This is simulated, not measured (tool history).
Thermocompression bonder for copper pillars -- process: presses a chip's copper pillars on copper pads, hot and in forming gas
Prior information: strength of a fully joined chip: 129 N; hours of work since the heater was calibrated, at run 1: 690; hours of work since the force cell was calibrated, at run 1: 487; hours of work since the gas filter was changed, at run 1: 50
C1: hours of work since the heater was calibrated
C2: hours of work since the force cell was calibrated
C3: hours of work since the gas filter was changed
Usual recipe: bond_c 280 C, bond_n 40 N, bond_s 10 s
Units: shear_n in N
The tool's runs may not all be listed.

run 1 hour=0 | bond_c=280 bond_n=40 bond_s=10 | C1=690 C2=487 C3=50 | shear_n=65.9
run 2 hour=33.9 | bond_c=280 bond_n=40 bond_s=10 | C1=710 C2=506 C3=69 | shear_n=65.3
run 3 hour=67.2 | bond_c=280 bond_n=40 bond_s=10 | C1=728 C2=525 C3=87 | shear_n=64.3
run 4 hour=93.1 | bond_c=310 bond_n=40 bond_s=10 | C1=743 C2=539 C3=102 | shear_n=88.6
run 5 hour=111.3 | bond_c=310 bond_n=40 bond_s=10 | C1=753 C2=549 C3=112 | shear_n=86.7
run 6 hour=135.8 | bond_c=280 bond_n=40 bond_s=10 | C1=767 C2=563 C3=126 | shear_n=63.8
run 7 hour=153.4 | bond_c=280 bond_n=40 bond_s=10 | C1=777 C2=573 C3=136 | shear_n=65.9
run 8 hour=181.6 | bond_c=280 bond_n=58 bond_s=10 | C1=793 C2=589 C3=152 | shear_n=78.1
run 9 hour=210.5 | bond_c=280 bond_n=40 bond_s=10 | C1=809 C2=605 C3=168 | shear_n=64.7
run 10 hour=247.2 | bond_c=280 bond_n=40 bond_s=10 | C1=830 C2=626 C3=189 | shear_n=65.1
run 11 hour=280.8 | bond_c=280 bond_n=40 bond_s=10 | C1=848 C2=645 C3=208 | shear_n=65.7
run 12 hour=318.1 | bond_c=280 bond_n=40 bond_s=6 | C1=869 C2=666 C3=229 | shear_n=54.4
run 13 hour=347.8 | bond_c=280 bond_n=40 bond_s=10 | C1=886 C2=683 C3=245 | shear_n=64.9
run 14 hour=364.4 | bond_c=280 bond_n=40 bond_s=10 | C1=896 C2=692 C3=255 | shear_n=64.9
run 15 hour=386.5 | bond_c=280 bond_n=40 bond_s=10 | C1=908 C2=704 C3=267 | shear_n=63.5
run 16 hour=417.9 | bond_c=280 bond_n=40 bond_s=16 | C1=926 C2=722 C3=285 | shear_n=75
run 17 hour=455.8 | bond_c=280 bond_n=40 bond_s=10 | C1=947 C2=743 C3=306 | shear_n=65
run 18 hour=482.8 | bond_c=280 bond_n=40 bond_s=10 | C1=962 C2=759 C3=321 | shear_n=62.8
run 19 hour=508.3 | bond_c=280 bond_n=40 bond_s=8 | C1=977 C2=773 C3=336 | shear_n=60.2
run 20 hour=525.2 | bond_c=280 bond_n=40 bond_s=8 | C1=986 C2=782 C3=345 | shear_n=60.7
run 21 hour=556.3 | bond_c=280 bond_n=40 bond_s=8 | C1=1004 C2=800 C3=363 | shear_n=60.1
run 22 hour=583.2 | bond_c=308 bond_n=37 bond_s=10 | C1=1019 C2=815 C3=378 | shear_n=82.8
run 23 hour=598.8 | bond_c=308 bond_n=27 bond_s=8 | C1=1028 C2=824 C3=387 | shear_n=66.2
run 24 hour=633.9 | bond_c=308 bond_n=27 bond_s=8 | C1=1047 C2=844 C3=406 | shear_n=67.6
run 25 hour=659 | bond_c=308 bond_n=27 bond_s=8 | C1=1061 C2=858 C3=421 | shear_n=66.9
run 26 hour=678.5 | bond_c=297 bond_n=58 bond_s=9 | C1=1072 C2=869 C3=432 | shear_n=90.9
-- hour=709.2 forming gas filter changed
run 27 hour=716.2 | bond_c=297 bond_n=58 bond_s=9 | C1=1093 C2=890 C3=4 | shear_n=92.6
run 28 hour=731.6 | bond_c=291 bond_n=40 bond_s=10 | C1=1102 C2=898 C3=13 | shear_n=75.3
run 29 hour=767.2 | bond_c=272 bond_n=40 bond_s=10 | C1=1122 C2=918 C3=33 | shear_n=62.2
run 30 hour=783.4 | bond_c=272 bond_n=40 bond_s=7 | C1=1131 C2=927 C3=42 | shear_n=53.6
run 31 hour=801.2 | bond_c=272 bond_n=40 bond_s=7 | C1=1141 C2=938 C3=52 | shear_n=53.8
run 32 hour=823.9 | bond_c=272 bond_n=40 bond_s=7 | C1=1154 C2=950 C3=65 | shear_n=55.2
run 33 hour=855.6 | bond_c=272 bond_n=40 bond_s=7 | C1=1172 C2=968 C3=82 | shear_n=54.3
-- hour=869.3 heater calibrated with a thermocouple chip
run 34 hour=891 | bond_c=309 bond_n=32 bond_s=8 | C1=12 C2=987 C3=101 | shear_n=65.3
run 35 hour=917 | bond_c=299 bond_n=47 bond_s=19 | C1=27 C2=1002 C3=116 | shear_n=94.5
run 36 hour=947.3 | bond_c=296 bond_n=48 bond_s=8 | C1=44 C2=1019 C3=133 | shear_n=72.6
run 37 hour=981.6 | bond_c=296 bond_n=57 bond_s=26 | C1=63 C2=1038 C3=152 | shear_n=103.1
run 38 hour=1013.8 | bond_c=296 bond_n=57 bond_s=26 | C1=81 C2=1056 C3=170 | shear_n=105.3
run 39 hour=1036.5 | bond_c=308 bond_n=29 bond_s=9 | C1=94 C2=1069 C3=183 | shear_n=63.3
run 40 hour=1066.8 | bond_c=259 bond_n=40 bond_s=9 | C1=111 C2=1086 C3=200 | shear_n=40.5

3 ways to go on from here, each from the tool as it stands after run 40. What would each give?
run A hour=1098.2 | bond_c=258 bond_n=40 bond_s=9 | C1=129 C2=1104 C3=218 | shear_n=?
run B hour=1098.2 | bond_c=258 bond_n=34 bond_s=29 | C1=129 C2=1104 C3=218 | shear_n=?
run C hour=1098.2 | bond_c=254 bond_n=40 bond_s=11 | C1=129 C2=1104 C3=218 | shear_n=?

run=A shear_n=38.3
run=B shear_n=56.2
run=C shear_n=41.1
Without the tool's hidden state the same runs would have given:
run=A shear_n=39.8
run=B shear_n=58.2
run=C shear_n=42.7
